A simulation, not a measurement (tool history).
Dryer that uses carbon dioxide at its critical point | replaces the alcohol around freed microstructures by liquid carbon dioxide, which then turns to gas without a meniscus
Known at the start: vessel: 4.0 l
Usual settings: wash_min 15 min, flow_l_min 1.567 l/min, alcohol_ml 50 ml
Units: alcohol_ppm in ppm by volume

run,hour,wash_min,flow_l_min,alcohol_ml,alcohol_ppm
1,0.0,15,1.567,50,240
2,9.4,15,1.567,50,236
3,29.8,15,1.567,50,233
4,45.5,15,1.940,50,100
5,58.1,23,1.567,50,48
6,69.7,15,1.567,50,244
7,80.0,15,1.567,50,245
8,94.3,15,1.567,50,260
9,105.8,15,1.567,50,253
10,120.6,15,1.567,50,255
11,130.3,15,1.567,50,260
12,147.5,15,1.567,50,263
13,167.0,15,1.567,49,245
14,183.3,15,1.567,50,252
15,197.9,15,1.567,50,265
16,211.8,15,1.567,50,268
17,224.0,17,1.900,70,108
18,233.4,17,1.900,70,118
19,243.6,11,2.600,70,167
20,253.9,15,1.180,117,1472
21,266.7,15,1.180,53,704
22,287.1,13,1.567,50,426
23,304.9,11,1.567,118,1595
24,314.9,13,2.110,28,121
25,332.1,15,1.220,50,614
26,341.2,15,1.620,50,248
27,352.5,15,1.180,50,661
28,373.6,20,1.900,50,68
29,387.3,14,2.190,28,91
30,404.0,12,1.990,50,272

Hidden state or all else? Some run-to-run changes of alcohol_ppm, split into what the settings, what came in and random variation would give without the hidden state, and what is left for the hidden state (with any gauge scatter that isn't in both results):
The hidden state here: flow that reaches the vessel past the clogged filter, %; alcohol in the recycled carbon dioxide, ppm; drift of the gauge itself on alcohol_ppm, %.
Run 19 -> 20: wash_min 11 -> 15, flow_l_min 2.600 -> 1.180, alcohol_ml 70 -> 117. alcohol_ppm +1305 ppm by volume: hidden state +177, all else +1128.
Run 22 -> 23: wash_min 13 -> 11, alcohol_ml 50 -> 118. alcohol_ppm +1169 ppm by volume: hidden state +165, all else +1004.
Run 23 -> 24: wash_min 11 -> 13, flow_l_min 1.567 -> 2.110, alcohol_ml 118 -> 28. alcohol_ppm -1474 ppm by volume: hidden state -212, all else -1262.
